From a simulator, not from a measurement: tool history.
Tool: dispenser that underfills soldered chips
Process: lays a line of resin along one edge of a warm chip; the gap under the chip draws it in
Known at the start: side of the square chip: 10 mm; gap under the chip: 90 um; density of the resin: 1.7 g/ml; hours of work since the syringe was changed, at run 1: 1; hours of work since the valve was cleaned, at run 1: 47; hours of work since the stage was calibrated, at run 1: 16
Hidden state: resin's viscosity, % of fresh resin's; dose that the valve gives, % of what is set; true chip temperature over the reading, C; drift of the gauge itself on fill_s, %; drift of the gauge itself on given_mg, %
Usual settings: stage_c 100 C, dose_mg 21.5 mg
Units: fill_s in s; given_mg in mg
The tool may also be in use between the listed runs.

run  hour  stage_c  dose_mg  hours of work since the syringe was changed  hours of work since the valve was cleaned  hours of work since the stage was calibrated  fill_s  given_mg
  1     0      100     21.5                                            1                                         47                                            16    17.5     21.03
  2   2.8      100     21.5                                            4                                         49                                            18    19.7     20.96
      8.2  -- new syringe of resin
  3   8.2      100     21.5                                            0                                         53                                            22      16     21.08
  4  11.4      100     21.5                                            2                                         56                                            25    18.9     21.01
  5  13.5      100     21.5                                            4                                         57                                            26    20.6     20.97
  6  17.6      100     21.5                                            7                                         60                                            29    23.2     20.96
     18.4  -- new syringe of resin
  7  21.6      107     21.5                                            2                                         63                                            32    14.9      20.9
  8  24.5       87     21.5                                            5                                         66                                            34    34.5        21
     28.5  -- new syringe of resin
  9  29.5       87     21.5                                            1                                         69                                            38    28.4     20.97
 10  32.8       93     24.5                                            3                                         72                                            41    24.4     23.84
 11  37.5       93     24.5                                            7                                         75                                            44    30.5     23.77
     38.6  -- new syringe of resin
 12  40.5       93     24.5                                            1                                         77                                            46    22.8     23.74
 13  44.8      104     21.3                                            5                                         81                                            49    17.9     20.59
     47.9  -- dispensing valve cleaned and set on the balance
 14  47.9      104     21.3                                            6                                          0                                            51    19.5     21.32
     49.6  -- new syringe of resin
 15  50.7       86     19.4                                            1                                          2                                            53    29.2     19.48
 16    54      115     19.4                                            3                                          4                                            56      12     19.43
 17  56.4       98     21.9                                            5                                          6                                            57      23     21.93

How the hidden state differs across the entries between the runs, from the last listed run before each to the first after it:
Between runs 2 and 3: new syringe of resin (hour 8.2)
  resin's viscosity, % of fresh resin's: 121 -> 100.5; dose that the valve gives, % of what is set: 97.98 -> 97.83; true chip temperature over the reading, C: 0.4 -> 0.37
  measured less the result without the state, fill_s: +3.2 -> -0.1 s; given_mg: -0.44 -> -0.47 mg
Between runs 6 and 7: new syringe of resin (hour 18.4)
  resin's viscosity, % of fresh resin's: 148.2 -> 115.9; dose that the valve gives, % of what is set: 97.55 -> 97.45; true chip temperature over the reading, C: 0.31 -> 0.29
  measured less the result without the state, fill_s: +7.6 -> +2 s; given_mg: -0.53 -> -0.55 mg
Between runs 8 and 9: new syringe of resin (hour 28.5)
  resin's viscosity, % of fresh resin's: 131 -> 105.3; dose that the valve gives, % of what is set: 97.37 -> 97.22; true chip temperature over the reading, C: 0.28 -> 0.25
  measured less the result without the state, fill_s: +7.9 -> +1.4 s; given_mg: -0.57 -> -0.6 mg
Between runs 11 and 12: new syringe of resin (hour 38.6)
  resin's viscosity, % of fresh resin's: 146.5 -> 108.7; dose that the valve gives, % of what is set: 96.99 -> 96.91; true chip temperature over the reading, C: 0.2 -> 0.18
  measured less the result without the state, fill_s: +9.5 -> +1.8 s; given_mg: -0.74 -> -0.76 mg
Between runs 13 and 14: dispensing valve cleaned and set on the balance (hour 47.9)
  resin's viscosity, % of fresh resin's: 129.6 -> 141.7; dose that the valve gives, % of what is set: 96.79 -> 100.31; true chip temperature over the reading, C: 0.16 -> 0.14
  measured less the result without the state, fill_s: +4.2 -> +5.9 s; given_mg: -0.69 -> +0.06 mg
Between runs 14 and 15: new syringe of resin (hour 49.6)
  resin's viscosity, % of fresh resin's: 141.7 -> 105.1; dose that the valve gives, % of what is set: 100.31 -> 100.23; true chip temperature over the reading, C: 0.14 -> 0.13
  measured less the result without the state, fill_s: +5.9 -> +1.3 s; given_mg: +0.06 -> +0.04 mg

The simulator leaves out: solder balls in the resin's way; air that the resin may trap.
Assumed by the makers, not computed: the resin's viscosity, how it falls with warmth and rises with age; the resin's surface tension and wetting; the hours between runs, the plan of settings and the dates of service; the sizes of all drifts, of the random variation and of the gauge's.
